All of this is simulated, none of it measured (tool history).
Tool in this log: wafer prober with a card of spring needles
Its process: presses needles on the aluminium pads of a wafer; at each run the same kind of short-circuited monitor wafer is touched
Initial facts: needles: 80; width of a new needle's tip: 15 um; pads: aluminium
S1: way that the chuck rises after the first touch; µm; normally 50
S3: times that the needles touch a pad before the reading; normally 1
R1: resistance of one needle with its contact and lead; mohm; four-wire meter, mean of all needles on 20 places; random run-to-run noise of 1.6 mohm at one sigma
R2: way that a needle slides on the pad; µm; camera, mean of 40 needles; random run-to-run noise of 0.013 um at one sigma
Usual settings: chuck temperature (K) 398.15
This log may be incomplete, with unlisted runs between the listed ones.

run 1 hour=0 | S1=50 chuck_temperature_(K)=398.15 S3=1 | R1=155 R2=10.18
run 2 hour=8.9 | S1=50 chuck_temperature_(K)=398.15 S3=1 | R1=152 R2=10.18
run 3 hour=18.3 | S1=50 chuck_temperature_(K)=398.15 S3=1 | R1=154 R2=10.16
run 4 hour=28.9 | S1=50 chuck_temperature_(K)=398.15 S3=1 | R1=153 R2=10.18
run 5 hour=38.4 | S1=50 chuck_temperature_(K)=398.15 S3=1 | R1=154 R2=10.18
run 6 hour=48.6 | S1=30 chuck_temperature_(K)=398.15 S3=1 | R1=168 R2=6.09
run 7 hour=58.2 | S1=30 chuck_temperature_(K)=398.15 S3=1 | R1=167 R2=6.1
run 8 hour=74.9 | S1=30 chuck_temperature_(K)=398.15 S3=1 | R1=170 R2=6.11
run 9 hour=91.5 | S1=30 chuck_temperature_(K)=398.15 S3=1 | R1=169 R2=6.11
run 10 hour=104 | S1=50 chuck_temperature_(K)=398.15 S3=1 | R1=153 R2=10.17
run 11 hour=117.1 | S1=35 chuck_temperature_(K)=398.15 S3=1 | R1=165 R2=7.12
run 12 hour=128.3 | S1=50 chuck_temperature_(K)=398.15 S3=1 | R1=155 R2=10.17
run 13 hour=143.1 | S1=61 chuck_temperature_(K)=398.15 S3=1 | R1=150 R2=12.43
run 14 hour=157.1 | S1=68 chuck_temperature_(K)=398.15 S3=1 | R1=147 R2=13.87
run 15 hour=171.9 | S1=68 chuck_temperature_(K)=398.15 S3=1 | R1=152 R2=13.83
run 16 hour=181.7 | S1=68 chuck_temperature_(K)=398.15 S3=1 | R1=149 R2=13.83
run 17 hour=190.5 | S1=39 chuck_temperature_(K)=398.15 S3=1 | R1=157 R2=7.95
run 18 hour=203.1 | S1=39 chuck_temperature_(K)=398.15 S3=1 | R1=160 R2=7.93
run 19 hour=213.8 | S1=44 chuck_temperature_(K)=333.15 S3=1 | R1=144 R2=8.96
run 20 hour=228.3 | S1=45 chuck_temperature_(K)=398.15 S3=2 | R1=157 R2=9.17
run 21 hour=240.7 | S1=34 chuck_temperature_(K)=382.15 S3=1 | R1=161 R2=6.93
run 22 hour=252.7 | S1=61 chuck_temperature_(K)=327.15 S3=1 | R1=137 R2=12.43
run 23 hour=269.1 | S1=61 chuck_temperature_(K)=327.15 S3=1 | R1=139 R2=12.42
run 24 hour=281.5 | S1=61 chuck_temperature_(K)=327.15 S3=1 | R1=138 R2=12.4
run 25 hour=295.9 | S1=61 chuck_temperature_(K)=327.15 S3=1 | R1=140 R2=12.4
run 26 hour=302.9 | S1=31 chuck_temperature_(K)=329.15 S3=1 | R1=155 R2=6.31
run 27 hour=313.7 | S1=49 chuck_temperature_(K)=302.15 S3=2 | R1=136 R2=10
run 28 hour=325.7 | S1=36 chuck_temperature_(K)=344.15 S3=2 | R1=152 R2=7.33
run 29 hour=339.7 | S1=36 chuck_temperature_(K)=344.15 S3=2 | R1=151 R2=7.32
run 30 hour=348.5 | S1=50 chuck_temperature_(K)=308.15 S3=1 | R1=136 R2=10.18
run 31 hour=361.1 | S1=50 chuck_temperature_(K)=323.15 S3=3 | R1=139 R2=10.17
run 32 hour=371.5 | S1=47 chuck_temperature_(K)=301.15 S3=3 | R1=137 R2=9.57

The log once held 32 entries between its listed runs, left out of this copy. Where does each go, and what is different about the tool's unlogged condition between the listed run before it and the listed run after it?
From run 1 to run 2: tips cleaned on abrasive film (hour 7.3)
  debris on the tips, nm: 0.7 -> 0.4
From run 3 to run 4: tips cleaned on abrasive film (hour 19.3)
  debris on the tips, nm: 1.2 -> 1.1
From run 4 to run 5: tips cleaned on abrasive film (hour 31.8)
  debris on the tips, nm: 1.1 -> 1
From run 5 to run 6: tips cleaned on abrasive film (hour 44.2)
  debris on the tips, nm: 1 -> 0.7
From run 6 to run 7: tips cleaned on abrasive film (hour 56.7)
  debris on the tips, nm: 0.7 -> 0.4; way that the needles fall short of the set height, um: 0 -> 0.01
From run 7 to run 8: tips cleaned on abrasive film (hour 69.4); height of the first contact set anew (hour 69.7)
  debris on the tips, nm: 0.4 -> 0.8; way that the needles fall short of the set height, um: 0.01 -> 0
From run 8 to run 9: tips cleaned on abrasive film (hour 82.7)
  debris on the tips, nm: 0.8 -> 1.1
From run 9 to run 10: tips cleaned on abrasive film (hour 95.4)
  no difference in the tool's unlogged condition between these two runs
From run 10 to run 11: tips cleaned on abrasive film (hour 108.3)
  no difference in the tool's unlogged condition between these two runs
From run 11 to run 12: tips cleaned on abrasive film (hour 121.3)
  debris on the tips, nm: 1.1 -> 0.9
From run 12 to run 13: tips cleaned on abrasive film (hour 133.9)
  debris on the tips, nm: 0.9 -> 1.1
From run 13 to run 14: tips cleaned on abrasive film (hour 146.5)
  debris on the tips, nm: 1.1 -> 1.2
From run 14 to run 15: tips cleaned on abrasive film (hour 159.5); tips cleaned on abrasive film (hour 171.7)
  debris on the tips, nm: 1.2 -> 0.1
From run 16 to run 17: tips cleaned on abrasive film (hour 184.7); height of the first contact set anew (hour 189.4)
  debris on the tips, nm: 1.1 -> 0.8
From run 17 to run 18: tips cleaned on abrasive film (hour 198.1)
  no difference in the tool's unlogged condition between these two runs
From run 18 to run 19: tips cleaned on abrasive film (hour 211)
  debris on the tips, nm: 0.8 -> 0.6
From run 19 to run 20: tips cleaned on abrasive film (hour 223)
  debris on the tips, nm: 0.6 -> 0.9
From run 20 to run 21: tips cleaned on abrasive film (hour 236.3)
  debris on the tips, nm: 0.9 -> 0.8
From run 21 to run 22: tips cleaned on abrasive film (hour 248.7)
  debris on the tips, nm: 0.8 -> 0.7
From run 22 to run 23: tips cleaned on abrasive film (hour 261.4)
  debris on the tips, nm: 0.7 -> 1
From run 23 to run 24: tips cleaned on abrasive film (hour 274.1)
  no difference in the tool's unlogged condition between these two runs
From run 24 to run 25: tips cleaned on abrasive film (hour 286.5)
  debris on the tips, nm: 1 -> 1.1; way that the needles fall short of the set height, um: 0 -> 0.01
From run 25 to run 26: tips cleaned on abrasive film (hour 299.2)
  debris on the tips, nm: 1.1 -> 0.7
From run 26 to run 27: height of the first contact set anew (hour 308.6); tips cleaned on abrasive film (hour 312.3)
  debris on the tips, nm: 0.7 -> 0.4; way that the needles fall short of the set height, um: 0.01 -> 0
From run 27 to run 28: tips cleaned on abrasive film (hour 324.9)
  debris on the tips, nm: 0.4 -> 0.2
From run 28 to run 29: tips cleaned on abrasive film (hour 336.9)
  debris on the tips, nm: 0.2 -> 0.6
From run 30 to run 31: tips cleaned on abrasive film (hour 349.9)
  no difference in the tool's unlogged condition between these two runs
From run 31 to run 32: tips cleaned on abrasive film (hour 362.1)
  debris on the tips, nm: 1.2 -> 1.1

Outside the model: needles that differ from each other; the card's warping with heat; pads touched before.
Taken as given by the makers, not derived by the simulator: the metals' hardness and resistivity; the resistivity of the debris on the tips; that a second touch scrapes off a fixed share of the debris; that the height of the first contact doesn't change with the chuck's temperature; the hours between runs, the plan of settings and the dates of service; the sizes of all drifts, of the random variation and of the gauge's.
